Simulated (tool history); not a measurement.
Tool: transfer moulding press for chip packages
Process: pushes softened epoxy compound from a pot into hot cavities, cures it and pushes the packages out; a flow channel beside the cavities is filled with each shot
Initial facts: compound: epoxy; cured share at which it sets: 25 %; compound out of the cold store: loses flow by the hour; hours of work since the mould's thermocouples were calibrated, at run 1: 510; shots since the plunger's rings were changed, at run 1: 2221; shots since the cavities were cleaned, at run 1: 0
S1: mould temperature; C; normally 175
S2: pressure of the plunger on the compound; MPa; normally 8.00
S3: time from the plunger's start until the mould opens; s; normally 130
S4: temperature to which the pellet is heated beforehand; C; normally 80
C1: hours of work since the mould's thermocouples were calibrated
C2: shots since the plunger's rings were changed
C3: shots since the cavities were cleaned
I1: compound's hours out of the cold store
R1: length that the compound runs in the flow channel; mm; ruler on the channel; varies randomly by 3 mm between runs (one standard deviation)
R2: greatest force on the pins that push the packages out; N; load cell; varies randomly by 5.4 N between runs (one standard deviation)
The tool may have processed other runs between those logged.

run,hour,S1,S2,S3,S4,C1,C2,C3,I1,R1,R2
1,0.0,175,8.00,130,80,510,2221,0,27.6,824,195
# hour 46.9: mould's thermocouples calibrated
2,46.9,175,8.00,130,80,0,2618,397,37.1,800,319
# hour 88.4: cavities cleaned with cleaning compound and waxed
3,116.9,175,8.00,130,72,45,3223,252,17.7,847,277
# hour 174.7: cavities cleaned with cleaning compound and waxed
4,183.4,175,8.00,130,89,88,3797,77,38.2,792,234
5,247.9,175,6.39,130,80,130,4367,647,29.3,721,342
# hour 257.3: cavities cleaned with cleaning compound and waxed
# hour 268.9: mould's thermocouples calibrated, once more
# hour 291.5: plunger's sealing rings changed
6,325.0,175,6.39,130,80,35,296,558,8.4,793,327
# hour 346.6: cavities cleaned with cleaning compound and waxed
7,368.7,175,8.33,130,80,63,670,196,36.7,822,249
8,422.2,175,8.00,130,89,98,1142,668,13.2,868,326
# hour 429.2: cavities cleaned with cleaning compound and waxed
9,492.3,175,8.00,130,76,143,1748,558,34.0,809,303
# hour 515.3: cavities cleaned with cleaning compound and waxed
10,560.0,175,8.00,130,76,186,2333,395,37.8,799,282
# hour 601.9: cavities cleaned with cleaning compound and waxed
11,612.9,175,8.00,130,76,220,2788,98,12.9,853,226
12,658.6,175,8.00,140,80,250,3191,501,39.7,789,300
# hour 684.9: cavities cleaned with cleaning compound and waxed
13,701.5,171,8.00,130,80,277,3557,147,30.1,826,302
# hour 767.6: cavities cleaned with cleaning compound and waxed
14,769.8,171,8.00,130,80,321,4148,20,42.0,794,247
15,820.3,179,8.00,130,73,354,4594,466,37.8,767,276
# hour 837.2: plunger's sealing rings changed
# hour 856.7: cavities cleaned with cleaning compound and waxed
16,876.5,179,7.36,117,80,388,333,174,37.9,760,234
17,905.8,178,8.00,130,80,408,592,433,21.8,831,284
# hour 940.9: cavities cleaned with cleaning compound and waxed
18,953.9,178,8.00,130,80,438,1005,116,17.1,838,219
19,984.9,178,8.00,130,80,459,1278,389,46.8,770,270
# hour 1028.4: cavities cleaned with cleaning compound and waxed
20,1044.4,177,9.52,133,80,497,1791,142,14.3,924,233
21,1105.0,177,9.87,127,86,536,2326,677,19.2,922,320
# hour 1113.5: mould's thermocouples calibrated
# hour 1115.0: cavities cleaned with cleaning compound and waxed
22,1143.9,179,6.11,130,77,19,2639,255,33.4,691,236
23,1172.7,175,7.10,151,80,38,2893,509,29.2,763,260
# hour 1199.2: cavities cleaned with cleaning compound and waxed
24,1215.6,175,8.00,116,74,65,3259,145,27.7,811,294
25,1257.9,175,8.00,116,74,93,3633,519,32.7,804,381

Run 26 is up next; what results do you expect?
# hour 1284.2: cavities cleaned with cleaning compound and waxed
26,1320.4,183,8.00,116,83,133,4172,319,10.4,?,?

Run 26 measured R1 821 mm, R2 252 N.
The same run, on a tool lacking any hidden state, would have yielded R1 848 mm, R2 162 N.

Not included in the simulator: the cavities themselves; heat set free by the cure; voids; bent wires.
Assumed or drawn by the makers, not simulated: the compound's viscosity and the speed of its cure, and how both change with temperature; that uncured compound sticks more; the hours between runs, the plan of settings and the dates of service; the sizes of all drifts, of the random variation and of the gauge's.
